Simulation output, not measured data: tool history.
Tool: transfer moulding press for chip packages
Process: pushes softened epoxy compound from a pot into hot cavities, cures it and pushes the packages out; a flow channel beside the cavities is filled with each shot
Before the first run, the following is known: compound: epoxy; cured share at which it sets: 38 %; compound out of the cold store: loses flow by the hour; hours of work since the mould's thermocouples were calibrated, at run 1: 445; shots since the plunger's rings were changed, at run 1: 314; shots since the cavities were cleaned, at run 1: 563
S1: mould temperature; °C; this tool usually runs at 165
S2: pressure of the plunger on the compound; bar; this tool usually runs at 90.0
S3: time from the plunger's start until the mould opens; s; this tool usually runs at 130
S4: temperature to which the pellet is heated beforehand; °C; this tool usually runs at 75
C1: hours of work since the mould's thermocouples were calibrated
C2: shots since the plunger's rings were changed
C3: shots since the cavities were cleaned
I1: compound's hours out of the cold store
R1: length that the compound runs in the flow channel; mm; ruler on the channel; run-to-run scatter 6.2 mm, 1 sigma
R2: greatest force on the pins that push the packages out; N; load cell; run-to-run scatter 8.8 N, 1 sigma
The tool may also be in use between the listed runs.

| run | hour | S1 | S2 | S3 | S4 | C1 | C2 | C3 | I1 | R1 | R2 |
|---|---|---|---|---|---|---|---|---|---|---|---|
| 1 | 0.0 | 165 | 90.0 | 130 | 75 | 445 | 314 | 563 | 12.7 | 692 | 379 |
| 2 | 16.3 | 165 | 90.0 | 116 | 75 | 458 | 500 | 749 | 33.6 | 636 | 431 |
| 3 | 31.3 | 165 | 90.0 | 134 | 75 | 469 | 671 | 920 | 27.6 | 662 | 385 |
|  | 40.4 | cavities cleaned with cleaning compound and waxed |
| 4 | 49.9 | 165 | 90.0 | 122 | 75 | 482 | 868 | 110 | 43.5 | 609 | 394 |
| 5 | 64.8 | 165 | 90.0 | 122 | 75 | 494 | 1038 | 280 | 12.0 | 706 | 425 |
| 6 | 80.3 | 165 | 90.0 | 130 | 71 | 506 | 1215 | 457 | 36.1 | 627 | 392 |
| 7 | 95.9 | 165 | 90.0 | 163 | 71 | 517 | 1393 | 635 | 32.8 | 642 | 362 |
| 8 | 106.2 | 160 | 90.0 | 130 | 75 | 525 | 1512 | 754 | 36.2 | 633 | 470 |
| 9 | 122.0 | 165 | 90.0 | 130 | 75 | 537 | 1692 | 934 | 31.3 | 655 | 373 |
|  | 129.8 | cavities cleaned with cleaning compound and waxed |
| 10 | 133.3 | 165 | 90.0 | 130 | 75 | 545 | 1804 | 40 | 11.1 | 711 | 394 |
| 11 | 148.4 | 165 | 90.0 | 130 | 75 | 556 | 1977 | 213 | 17.7 | 702 | 394 |
| 12 | 163.5 | 165 | 90.0 | 130 | 75 | 568 | 2149 | 385 | 31.6 | 643 | 399 |
| 13 | 180.2 | 165 | 90.0 | 130 | 76 | 581 | 2341 | 577 | 16.9 | 691 | 396 |
| 14 | 192.9 | 165 | 90.0 | 130 | 76 | 590 | 2486 | 722 | 37.2 | 627 | 373 |
| 15 | 210.0 | 165 | 90.0 | 130 | 76 | 603 | 2681 | 917 | 20.1 | 679 | 372 |
|  | 219.4 | cavities cleaned with cleaning compound and waxed |
| 16 | 225.0 | 161 | 90.0 | 130 | 75 | 614 | 2835 | 63 | 29.6 | 653 | 456 |
| 17 | 237.0 | 160 | 107.3 | 116 | 77 | 623 | 2973 | 201 | 24.6 | 731 | 590 |
| 18 | 246.6 | 172 | 71.3 | 154 | 75 | 630 | 3083 | 311 | 32.8 | 552 | 349 |
| 19 | 259.7 | 158 | 86.6 | 130 | 75 | 640 | 3233 | 461 | 31.5 | 652 | 506 |
| 20 | 276.1 | 169 | 90.0 | 135 | 75 | 653 | 3420 | 648 | 40.9 | 608 | 354 |

Predict the results of run 21:
| 21 | 283.5 | 169 | 90.0 | 135 | 75 | 658 | 3505 | 733 | 21.0 | ? | ? |

R1: 668 mm
R2: 349 N
Minus the tool's unlogged condition, the same run would have read R1 669 mm, R2 347 N.

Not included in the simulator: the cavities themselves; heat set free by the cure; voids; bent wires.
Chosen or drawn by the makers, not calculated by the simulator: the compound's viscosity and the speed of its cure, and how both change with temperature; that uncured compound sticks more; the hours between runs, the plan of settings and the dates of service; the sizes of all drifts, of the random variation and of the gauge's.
